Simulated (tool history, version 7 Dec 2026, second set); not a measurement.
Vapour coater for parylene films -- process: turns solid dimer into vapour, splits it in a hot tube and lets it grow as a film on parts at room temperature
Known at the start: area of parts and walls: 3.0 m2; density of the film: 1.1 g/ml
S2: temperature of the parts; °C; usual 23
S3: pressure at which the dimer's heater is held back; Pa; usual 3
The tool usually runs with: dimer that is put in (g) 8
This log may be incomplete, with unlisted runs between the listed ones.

{"run": 1, "day": 0.0, "dimer that is put in (g)": 8, "S2": 23, "S3": 3, "thickness of the film (um)": 1.86}
{"run": 2, "day": 0.588, "dimer that is put in (g)": 8, "S2": 23, "S3": 3, "thickness of the film (um)": 1.8}
{"run": 3, "day": 1.383, "dimer that is put in (g)": 8, "S2": 23, "S3": 3, "thickness of the film (um)": 1.81}
{"run": 4, "day": 2.025, "dimer that is put in (g)": 8, "S2": 23, "S3": 3, "thickness of the film (um)": 1.83}
{"run": 5, "day": 2.846, "dimer that is put in (g)": 8, "S2": 22, "S3": 3, "thickness of the film (um)": 1.89}
{"run": 6, "day": 3.658, "dimer that is put in (g)": 8, "S2": 19, "S3": 3, "thickness of the film (um)": 2.15}
{"run": 7, "day": 4.288, "dimer that is put in (g)": 8, "S2": 19, "S3": 3, "thickness of the film (um)": 2.12}
{"run": 8, "day": 4.975, "dimer that is put in (g)": 8, "S2": 19, "S3": 3, "thickness of the film (um)": 2.12}
{"run": 9, "day": 5.633, "dimer that is put in (g)": 8, "S2": 19, "S3": 3, "thickness of the film (um)": 2.15}
{"run": 10, "day": 6.325, "dimer that is put in (g)": 8, "S2": 19, "S3": 3, "thickness of the film (um)": 2.15}
{"run": 11, "day": 6.725, "dimer that is put in (g)": 8, "S2": 19, "S3": 3, "thickness of the film (um)": 2.1}
{"run": 12, "day": 7.088, "dimer that is put in (g)": 10, "S2": 23, "S3": 9.61, "thickness of the film (um)": 1.88}
{"run": 13, "day": 7.792, "dimer that is put in (g)": 10, "S2": 23, "S3": 9.61, "thickness of the film (um)": 1.9}
{"run": 14, "day": 8.538, "dimer that is put in (g)": 4, "S2": 34, "S3": 6.94, "thickness of the film (um)": 0.52}
{"run": 15, "day": 8.929, "dimer that is put in (g)": 4, "S2": 34, "S3": 6.94, "thickness of the film (um)": 0.57}
{"run": 16, "day": 9.667, "dimer that is put in (g)": 13, "S2": 34, "S3": 6.94, "thickness of the film (um)": 1.73}
{"run": 17, "day": 10.175, "dimer that is put in (g)": 8, "S2": 28, "S3": 4.5, "thickness of the film (um)": 1.42}
{"run": 18, "day": 10.65, "dimer that is put in (g)": 12, "S2": 29, "S3": 6.7, "thickness of the film (um)": 1.93}
{"run": 19, "day": 11.533, "dimer that is put in (g)": 12, "S2": 29, "S3": 6.7, "thickness of the film (um)": 1.92}
{"run": 20, "day": 12.333, "dimer that is put in (g)": 4, "S2": 16, "S3": 4.62, "thickness of the film (um)": 1.09}
{"run": 21, "day": 13.221, "dimer that is put in (g)": 8, "S2": 25, "S3": 11.57, "thickness of the film (um)": 1.34}

5 options for the next run, each taken on its own from the tool as it stands now. Forecast them:
{"run": "A", "day": 13.912, "dimer that is put in (g)": 6, "S2": 29, "S3": 11.57, "thickness of the film (um)": "?"}
{"run": "B", "day": 13.912, "dimer that is put in (g)": 8, "S2": 20, "S3": 9.25, "thickness of the film (um)": "?"}
{"run": "C", "day": 13.912, "dimer that is put in (g)": 4, "S2": 23, "S3": 3.99, "thickness of the film (um)": "?"}
{"run": "D", "day": 13.912, "dimer that is put in (g)": 8, "S2": 16, "S3": 8.03, "thickness of the film (um)": "?"}
{"run": "E", "day": 13.912, "dimer that is put in (g)": 4, "S2": 25, "S3": 2.04, "thickness of the film (um)": "?"}

run=A thickness_of_the_film_(um)=0.86
run=B thickness_of_the_film_(um)=1.68
run=C thickness_of_the_film_(um)=0.84
run=D thickness_of_the_film_(um)=1.99
run=E thickness_of_the_film_(um)=0.89
Stripped of hidden state, with their random variation kept, the same runs would have yielded:
run=A thickness_of_the_film_(um)=0.93
run=B thickness_of_the_film_(um)=1.83
run=C thickness_of_the_film_(um)=0.92
run=D thickness_of_the_film_(um)=2.16
run=E thickness_of_the_film_(um)=0.96
